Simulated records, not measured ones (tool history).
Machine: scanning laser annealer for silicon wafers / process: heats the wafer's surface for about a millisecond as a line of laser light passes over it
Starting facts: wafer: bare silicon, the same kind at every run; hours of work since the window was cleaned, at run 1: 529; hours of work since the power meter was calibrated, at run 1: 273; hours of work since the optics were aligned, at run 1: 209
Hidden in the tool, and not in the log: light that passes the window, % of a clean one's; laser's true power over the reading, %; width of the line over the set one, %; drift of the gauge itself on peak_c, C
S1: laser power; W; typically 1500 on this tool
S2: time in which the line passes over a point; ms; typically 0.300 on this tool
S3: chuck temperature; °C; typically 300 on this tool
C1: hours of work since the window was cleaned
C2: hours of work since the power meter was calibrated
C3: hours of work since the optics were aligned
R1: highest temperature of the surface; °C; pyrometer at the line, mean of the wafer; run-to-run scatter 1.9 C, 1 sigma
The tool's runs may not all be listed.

run	day	S1	S2	S3	C1	C2	C3	R1
1	0.000	1500	0.300	300	529	273	209	1080
2	0.458	1551	0.300	300	535	278	215	1111
3	1.192	1500	0.300	300	544	287	223	1078
4	1.771	1500	0.300	300	551	294	230	1078
5	2.321	1500	0.300	300	557	300	237	1082
6	2.796	1500	0.300	300	563	306	243	1081
7	3.529	1500	0.300	300	572	315	251	1084
8	4.129	1430	0.300	300	579	322	259	1045
9	4.846	1430	0.300	300	588	331	267	1043
10	5.454	1500	0.300	331	595	338	275	1111
11	5.775	1500	0.300	331	599	342	278	1112
12	6.204	1500	0.300	300	604	347	284	1080
13	6.704	1629	0.247	264	610	353	290	1027
14	7.179	1368	0.316	336	616	359	295	1068
15	7.838	1368	0.316	336	624	367	303	1067
16	8.221	1368	0.316	336	628	371	308	1069
# day 8.971: window over the wafer cleaned
17	9.025	1552	0.281	326	1	380	316	1108

Estimate the outcome of run 18 from the log above:
18	9.675	1415	0.213	267	8	388	324	?

{"run 18": {"R1": 873}}
Had the tool carried no hidden state, the very same run would have given R1 873 °C.

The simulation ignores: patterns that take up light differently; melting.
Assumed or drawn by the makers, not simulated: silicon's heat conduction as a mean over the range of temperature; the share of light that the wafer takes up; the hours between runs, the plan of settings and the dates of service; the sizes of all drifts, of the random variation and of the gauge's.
